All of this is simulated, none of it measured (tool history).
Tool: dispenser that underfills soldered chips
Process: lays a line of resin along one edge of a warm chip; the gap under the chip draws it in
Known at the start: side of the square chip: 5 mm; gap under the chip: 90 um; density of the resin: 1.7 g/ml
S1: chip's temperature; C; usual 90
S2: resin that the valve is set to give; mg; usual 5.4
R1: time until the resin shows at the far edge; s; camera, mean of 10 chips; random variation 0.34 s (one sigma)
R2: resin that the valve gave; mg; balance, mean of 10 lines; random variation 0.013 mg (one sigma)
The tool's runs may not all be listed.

run,hour,S1,S2,R1,R2
1,0,90,5.4,17.4,5.27
# hour 3.2: new syringe of resin
2,4.1,90,5.4,15,5.3
3,7.1,90,5.4,16.9,5.28
# hour 10.6: new syringe of resin
4,11.9,96,5.4,11.4,5.27
5,15.4,96,5.4,13.8,5.26
# hour 18.2: new syringe of resin
6,20.3,96,5.4,11.7,5.26
7,22.6,91,5.4,17.5,5.25
# hour 25.9: new syringe of resin
8,26.4,91,5.4,13.5,5.25
9,31.5,91,5.4,17.7,5.25
# hour 33.7: dispensing valve cleaned and set on the balance
# hour 34.3: new syringe of resin
10,36.7,91,5.68,15.3,5.66
11,39.7,91,5.68,18.4,5.66
# hour 41.7: new syringe of resin
12,44.9,91,5.68,16.1,5.65
13,48.4,90,5.4,21,5.35
# hour 49.1: new syringe of resin
14,54.3,90,4.7,18.8,4.66
# hour 56.4: new syringe of resin
15,57,90,4.7,15.1,4.64
16,61.4,90,4.7,19.7,4.65
# hour 63.9: new syringe of resin
17,66.9,89,4.7,18.1,4.66
18,69.8,89,4.7,21.7,4.64
# hour 71.4: new syringe of resin
19,72.7,100,6.94,8.5,6.81
20,75.9,77,5.54,34.2,5.46
# hour 78.9: new syringe of resin
21,79.2,76,4.63,30,4.55
22,81.8,76,4.63,33.7,4.56

The next listed run, before its measurement:
23,84.6,80,5.53,?,?

Run 23 gave R1 31.3 s, R2 5.42 mg.
Without the tool's hidden state the same run would have given R1 25.1 s, R2 5.52 mg.
